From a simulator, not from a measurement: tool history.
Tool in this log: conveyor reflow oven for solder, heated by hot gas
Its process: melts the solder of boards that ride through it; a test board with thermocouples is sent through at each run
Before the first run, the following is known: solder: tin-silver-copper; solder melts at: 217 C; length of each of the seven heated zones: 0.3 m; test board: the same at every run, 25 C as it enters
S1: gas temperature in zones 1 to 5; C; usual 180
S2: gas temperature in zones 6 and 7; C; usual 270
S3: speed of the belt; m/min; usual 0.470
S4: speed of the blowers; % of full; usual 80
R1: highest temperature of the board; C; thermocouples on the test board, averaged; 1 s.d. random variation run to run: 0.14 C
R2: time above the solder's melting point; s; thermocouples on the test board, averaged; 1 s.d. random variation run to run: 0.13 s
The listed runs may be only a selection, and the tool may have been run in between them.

Run 1, hour 0.0: usual settings. Result: R1 251.7 C, R2 58.5 s.
Run 2, hour 9.8: usual settings but S3 0.523 m/min. Result: R1 248.0 C, R2 48.8 s.
Run 3, hour 23.4: usual settings but S3 0.523 m/min. Result: R1 247.7 C, R2 48.9 s.
Run 4, hour 34.1: usual settings but S4 52 % of full. Result: R1 241.6 C, R2 46.6 s.
Run 5, hour 49.4: usual settings. Result: R1 251.2 C, R2 58.3 s.
Run 6, hour 63.0: usual settings. Result: R1 251.1 C, R2 57.9 s.
Run 7, hour 71.5: usual settings. Result: R1 251.3 C, R2 57.9 s.
Run 8, hour 84.4: usual settings. Result: R1 251.1 C, R2 58.0 s.
Run 9, hour 91.3: usual settings. Result: R1 251.0 C, R2 57.7 s.
Run 10, hour 98.7: usual settings but S4 63 % of full. Result: R1 245.9 C, R2 52.3 s.
Run 11, hour 109.8: usual settings but S4 63 % of full. Result: R1 246.0 C, R2 52.2 s.
Run 12, hour 123.3: usual settings but S4 63 % of full. Result: R1 245.6 C, R2 51.9 s.
Run 13, hour 137.7: usual settings but S4 63 % of full. Result: R1 245.6 C, R2 52.3 s.
Run 14, hour 146.4: usual settings but S4 63 % of full. Result: R1 245.7 C, R2 52.0 s.
Run 15, hour 157.7: usual settings but S1 181 C. Result: R1 251.0 C, R2 58.2 s.
Run 16, hour 167.1: usual settings but S1 181 C. Result: R1 250.9 C, R2 58.0 s.

Estimate the outcome of run 17 from the log above:
Run 17, hour 183.1: usual settings but S2 263 C, S4 69 % of full. Result: R1 ?, R2 ?.

For run 17 the tool returned R1 242.0 C, R2 48.9 s.
The same run, on a tool lacking any hidden state, would have yielded R1 244.7 C, R2 52.1 s.

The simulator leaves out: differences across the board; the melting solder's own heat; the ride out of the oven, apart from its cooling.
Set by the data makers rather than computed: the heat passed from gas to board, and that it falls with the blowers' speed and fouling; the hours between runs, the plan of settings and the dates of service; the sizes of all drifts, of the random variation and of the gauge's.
